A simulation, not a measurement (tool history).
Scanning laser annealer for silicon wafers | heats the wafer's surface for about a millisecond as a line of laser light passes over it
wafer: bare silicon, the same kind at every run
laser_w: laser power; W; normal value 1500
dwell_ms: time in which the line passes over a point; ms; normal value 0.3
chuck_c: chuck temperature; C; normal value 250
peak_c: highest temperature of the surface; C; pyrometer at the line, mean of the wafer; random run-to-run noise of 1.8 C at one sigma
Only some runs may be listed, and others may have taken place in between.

run 1 hour=0 | laser_w=1500 dwell_ms=0.3 chuck_c=250 | peak_c=1027
run 2 hour=12.3 | laser_w=1500 dwell_ms=0.3 chuck_c=250 | peak_c=1024
run 3 hour=23.8 | laser_w=1500 dwell_ms=0.3 chuck_c=250 | peak_c=1027
run 4 hour=35.8 | laser_w=1500 dwell_ms=0.3 chuck_c=250 | peak_c=1024
run 5 hour=52.6 | laser_w=1500 dwell_ms=0.3 chuck_c=250 | peak_c=1021
run 6 hour=65.4 | laser_w=1337 dwell_ms=0.3 chuck_c=250 | peak_c=939
run 7 hour=90.8 | laser_w=1337 dwell_ms=0.3 chuck_c=250 | peak_c=937
run 8 hour=114.7 | laser_w=1337 dwell_ms=0.3 chuck_c=250 | peak_c=934
run 9 hour=141.5 | laser_w=1337 dwell_ms=0.3 chuck_c=250 | peak_c=937
run 10 hour=164.6 | laser_w=1500 dwell_ms=0.3 chuck_c=250 | peak_c=1020
run 11 hour=177.7 | laser_w=1500 dwell_ms=0.3 chuck_c=212 | peak_c=982
run 12 hour=199.1 | laser_w=1500 dwell_ms=0.3 chuck_c=250 | peak_c=1018
run 13 hour=215.8 | laser_w=1500 dwell_ms=0.3 chuck_c=250 | peak_c=1015
run 14 hour=238.4 | laser_w=1500 dwell_ms=0.3 chuck_c=289 | peak_c=1056
run 15 hour=252.3 | laser_w=1500 dwell_ms=0.3 chuck_c=289 | peak_c=1054
run 16 hour=268.4 | laser_w=1500 dwell_ms=0.3 chuck_c=268 | peak_c=1034
run 17 hour=284.8 | laser_w=1500 dwell_ms=0.3 chuck_c=268 | peak_c=1034
run 18 hour=311 | laser_w=1500 dwell_ms=0.3 chuck_c=250 | peak_c=1012
run 19 hour=326.4 | laser_w=1500 dwell_ms=0.3 chuck_c=250 | peak_c=1016
run 20 hour=352.5 | laser_w=1500 dwell_ms=0.224 chuck_c=250 | peak_c=907
run 21 hour=379.6 | laser_w=1500 dwell_ms=0.224 chuck_c=250 | peak_c=907
run 22 hour=401.8 | laser_w=1500 dwell_ms=0.287 chuck_c=290 | peak_c=1037
run 23 hour=420.5 | laser_w=1449 dwell_ms=0.321 chuck_c=275 | peak_c=1035
run 24 hour=433 | laser_w=1449 dwell_ms=0.321 chuck_c=275 | peak_c=1032
run 25 hour=457.2 | laser_w=1446 dwell_ms=0.259 chuck_c=264 | peak_c=944
run 26 hour=473.4 | laser_w=1446 dwell_ms=0.259 chuck_c=264 | peak_c=942
run 27 hour=500.3 | laser_w=1446 dwell_ms=0.259 chuck_c=264 | peak_c=940
run 28 hour=512.5 | laser_w=1446 dwell_ms=0.273 chuck_c=269 | peak_c=969
run 29 hour=535.7 | laser_w=1500 dwell_ms=0.3 chuck_c=226 | peak_c=983
run 30 hour=557.2 | laser_w=1399 dwell_ms=0.273 chuck_c=228 | peak_c=902
run 31 hour=571.7 | laser_w=1399 dwell_ms=0.273 chuck_c=228 | peak_c=901
run 32 hour=584.3 | laser_w=1540 dwell_ms=0.251 chuck_c=236 | peak_c=946
run 33 hour=604.2 | laser_w=1540 dwell_ms=0.251 chuck_c=236 | peak_c=947
run 34 hour=628.5 | laser_w=1540 dwell_ms=0.251 chuck_c=236 | peak_c=944
run 35 hour=641.1 | laser_w=1333 dwell_ms=0.3 chuck_c=268 | peak_c=938
run 36 hour=653.9 | laser_w=1500 dwell_ms=0.374 chuck_c=250 | peak_c=1094
-- hour=663.5 window over the wafer cleaned
run 37 hour=675.4 | laser_w=1500 dwell_ms=0.374 chuck_c=250 | peak_c=1124
run 38 hour=689.6 | laser_w=1500 dwell_ms=0.374 chuck_c=250 | peak_c=1120
run 39 hour=707.2 | laser_w=1500 dwell_ms=0.366 chuck_c=226 | peak_c=1088
run 40 hour=728.5 | laser_w=1643 dwell_ms=0.326 chuck_c=268 | peak_c=1161
run 41 hour=746.7 | laser_w=1500 dwell_ms=0.3 chuck_c=246 | peak_c=1027
run 42 hour=763.6 | laser_w=1531 dwell_ms=0.3 chuck_c=239 | peak_c=1036

3 options for the next run, each taken on its own from the tool as it stands now. Forecast them:
run A hour=778.9 | laser_w=1500 dwell_ms=0.252 chuck_c=250 | peak_c=?
run B hour=778.9 | laser_w=1500 dwell_ms=0.288 chuck_c=250 | peak_c=?
run C hour=778.9 | laser_w=1457 dwell_ms=0.214 chuck_c=243 | peak_c=?

run=A peak_c=965
run=B peak_c=1012
run=C peak_c=884
With the hidden condition removed and each run's random variation left untouched, the same runs would have given:
run=A peak_c=978
run=B peak_c=1026
run=C peak_c=896
